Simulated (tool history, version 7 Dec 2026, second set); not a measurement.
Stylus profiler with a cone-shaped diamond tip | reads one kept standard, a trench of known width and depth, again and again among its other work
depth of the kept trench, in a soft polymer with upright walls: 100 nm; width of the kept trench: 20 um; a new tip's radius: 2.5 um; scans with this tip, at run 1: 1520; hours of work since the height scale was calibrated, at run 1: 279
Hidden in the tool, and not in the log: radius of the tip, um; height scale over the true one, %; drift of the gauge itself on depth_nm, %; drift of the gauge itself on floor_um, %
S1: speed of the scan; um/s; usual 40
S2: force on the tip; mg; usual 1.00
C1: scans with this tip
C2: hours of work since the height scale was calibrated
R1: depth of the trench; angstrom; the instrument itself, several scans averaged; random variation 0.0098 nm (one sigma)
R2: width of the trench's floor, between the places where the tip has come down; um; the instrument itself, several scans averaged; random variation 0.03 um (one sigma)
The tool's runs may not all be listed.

{"run": 1, "hour": 0.0, "S1": 40, "S2": 1.0, "C1": 1520, "C2": 279, "R1": 1007.36, "R2": 18.45}
{"run": 2, "hour": 16.9, "S1": 40, "S2": 2.44, "C1": 1576, "C2": 289, "R1": 1013.81, "R2": 18.52}
{"run": 3, "hour": 29.0, "S1": 40, "S2": 2.44, "C1": 1616, "C2": 297, "R1": 1013.61, "R2": 18.48}
{"run": 4, "hour": 43.5, "S1": 40, "S2": 2.44, "C1": 1663, "C2": 305, "R1": 1013.77, "R2": 18.47}
{"run": 5, "hour": 63.0, "S1": 40, "S2": 1.0, "C1": 1728, "C2": 317, "R1": 1007.51, "R2": 18.4}
{"run": 6, "hour": 77.9, "S1": 40, "S2": 1.0, "C1": 1777, "C2": 326, "R1": 1007.8, "R2": 18.46}
{"run": 7, "hour": 90.0, "S1": 40, "S2": 1.0, "C1": 1817, "C2": 334, "R1": 1007.65, "R2": 18.43}
{"run": 8, "hour": 99.5, "S1": 40, "S2": 1.0, "C1": 1848, "C2": 339, "R1": 1007.5, "R2": 18.42}
{"run": 9, "hour": 115.1, "S1": 40, "S2": 1.0, "C1": 1900, "C2": 349, "R1": 1007.66, "R2": 18.44}
{"run": 10, "hour": 133.8, "S1": 40, "S2": 1.0, "C1": 1962, "C2": 360, "R1": 1007.47, "R2": 18.37}
{"run": 11, "hour": 142.8, "S1": 11, "S2": 1.0, "C1": 1991, "C2": 366, "R1": 1007.76, "R2": 18.61}
{"run": 12, "hour": 154.4, "S1": 11, "S2": 2.31, "C1": 2030, "C2": 373, "R1": 1013.32, "R2": 18.59}
{"run": 13, "hour": 164.5, "S1": 11, "S2": 2.31, "C1": 2063, "C2": 379, "R1": 1013.19, "R2": 18.53}
{"run": 14, "hour": 176.0, "S1": 62, "S2": 2.31, "C1": 2101, "C2": 386, "R1": 1013.37, "R2": 18.39}
{"run": 15, "hour": 188.2, "S1": 40, "S2": 0.47, "C1": 2141, "C2": 393, "R1": 1004.75, "R2": 18.35}
{"run": 16, "hour": 197.1, "S1": 25, "S2": 0.47, "C1": 2170, "C2": 399, "R1": 1004.56, "R2": 18.46}
{"run": 17, "hour": 211.3, "S1": 40, "S2": 1.0, "C1": 2217, "C2": 407, "R1": 1007.6, "R2": 18.38}
{"run": 18, "hour": 223.9, "S1": 18, "S2": 1.0, "C1": 2259, "C2": 415, "R1": 1007.61, "R2": 18.53}
{"run": 19, "hour": 239.4, "S1": 18, "S2": 1.0, "C1": 2310, "C2": 424, "R1": 1007.6, "R2": 18.51}
{"run": 20, "hour": 250.4, "S1": 18, "S2": 1.0, "C1": 2346, "C2": 431, "R1": 1007.51, "R2": 18.54}
{"run": 21, "hour": 261.0, "S1": 18, "S2": 1.0, "C1": 2381, "C2": 437, "R1": 1007.5, "R2": 18.48}
{"run": 22, "hour": 269.8, "S1": 18, "S2": 1.0, "C1": 2410, "C2": 443, "R1": 1007.71, "R2": 18.54}
{"run": 23, "hour": 281.2, "S1": 76, "S2": 1.0, "C1": 2448, "C2": 450, "R1": 1007.61, "R2": 18.23}
{"run": 24, "hour": 295.9, "S1": 76, "S2": 1.0, "C1": 2496, "C2": 458, "R1": 1007.57, "R2": 18.29}
{"run": 25, "hour": 313.1, "S1": 40, "S2": 1.0, "C1": 2553, "C2": 469, "R1": 1007.6, "R2": 18.46}
{"run": 26, "hour": 329.7, "S1": 80, "S2": 0.41, "C1": 2608, "C2": 479, "R1": 1004.09, "R2": 18.08}
{"run": 27, "hour": 339.8, "S1": 159, "S2": 0.51, "C1": 2641, "C2": 485, "R1": 1004.92, "R2": 17.66}
{"run": 28, "hour": 358.9, "S1": 70, "S2": 0.47, "C1": 2704, "C2": 497, "R1": 1004.49, "R2": 18.17}
{"run": 29, "hour": 378.1, "S1": 70, "S2": 0.47, "C1": 2768, "C2": 508, "R1": 1004.62, "R2": 18.22}
{"run": 30, "hour": 395.0, "S1": 76, "S2": 1.16, "C1": 2823, "C2": 518, "R1": 1008.44, "R2": 18.29}
{"run": 31, "hour": 414.1, "S1": 91, "S2": 0.34, "C1": 2887, "C2": 530, "R1": 1003.73, "R2": 17.93}
{"run": 32, "hour": 423.4, "S1": 16, "S2": 0.58, "C1": 2917, "C2": 536, "R1": 1005.26, "R2": 18.46}
{"run": 33, "hour": 437.2, "S1": 18, "S2": 0.61, "C1": 2963, "C2": 544, "R1": 1005.52, "R2": 18.48}
{"run": 34, "hour": 450.1, "S1": 22, "S2": 2.19, "C1": 3005, "C2": 552, "R1": 1012.88, "R2": 18.58}
{"run": 35, "hour": 468.9, "S1": 22, "S2": 2.19, "C1": 3067, "C2": 563, "R1": 1012.87, "R2": 18.54}
{"run": 36, "hour": 481.9, "S1": 77, "S2": 0.85, "C1": 3110, "C2": 571, "R1": 1006.82, "R2": 18.25}
{"run": 37, "hour": 492.6, "S1": 77, "S2": 0.85, "C1": 3145, "C2": 578, "R1": 1006.89, "R2": 18.29}
{"run": 38, "hour": 510.3, "S1": 41, "S2": 0.85, "C1": 3204, "C2": 588, "R1": 1006.71, "R2": 18.44}
{"run": 39, "hour": 527.1, "S1": 41, "S2": 0.85, "C1": 3259, "C2": 599, "R1": 1006.96, "R2": 18.4}
{"run": 40, "hour": 537.9, "S1": 30, "S2": 2.42, "C1": 3295, "C2": 605, "R1": 1013.76, "R2": 18.5}
{"run": 41, "hour": 555.9, "S1": 30, "S2": 2.42, "C1": 3354, "C2": 616, "R1": 1013.63, "R2": 18.59}
{"run": 42, "hour": 567.8, "S1": 30, "S2": 2.42, "C1": 3394, "C2": 623, "R1": 1013.63, "R2": 18.51}
{"run": 43, "hour": 585.3, "S1": 23, "S2": 1.0, "C1": 3451, "C2": 634, "R1": 1007.57, "R2": 18.54}
{"run": 44, "hour": 597.3, "S1": 70, "S2": 2.27, "C1": 3491, "C2": 641, "R1": 1013.05, "R2": 18.38}
{"run": 45, "hour": 611.6, "S1": 31, "S2": 0.39, "C1": 3538, "C2": 650, "R1": 1003.94, "R2": 18.41}
{"run": 46, "hour": 629.2, "S1": 31, "S2": 0.39, "C1": 3596, "C2": 660, "R1": 1004.11, "R2": 18.42}
{"run": 47, "hour": 638.7, "S1": 67, "S2": 1.0, "C1": 3628, "C2": 666, "R1": 1007.65, "R2": 18.33}

Forecast each of these 3 alternatives for the next run:
{"run": "A", "hour": 655.4, "S1": 117, "S2": 1.0, "C1": 3683, "C2": 676, "R1": "?", "R2": "?"}
{"run": "B", "hour": 655.4, "S1": 135, "S2": 0.57, "C1": 3683, "C2": 676, "R1": "?", "R2": "?"}
{"run": "C", "hour": 655.4, "S1": 47, "S2": 0.52, "C1": 3683, "C2": 676, "R1": "?", "R2": "?"}

run=A R1=1007.66 R2=18.14
run=B R1=1005.19 R2=17.84
run=C R1=1005.01 R2=18.32
Without the tool's hidden state the same runs would have given:
run=A R1=1007.65 R2=18.14
run=B R1=1005.18 R2=17.85
run=C R1=1005.00 R2=18.32

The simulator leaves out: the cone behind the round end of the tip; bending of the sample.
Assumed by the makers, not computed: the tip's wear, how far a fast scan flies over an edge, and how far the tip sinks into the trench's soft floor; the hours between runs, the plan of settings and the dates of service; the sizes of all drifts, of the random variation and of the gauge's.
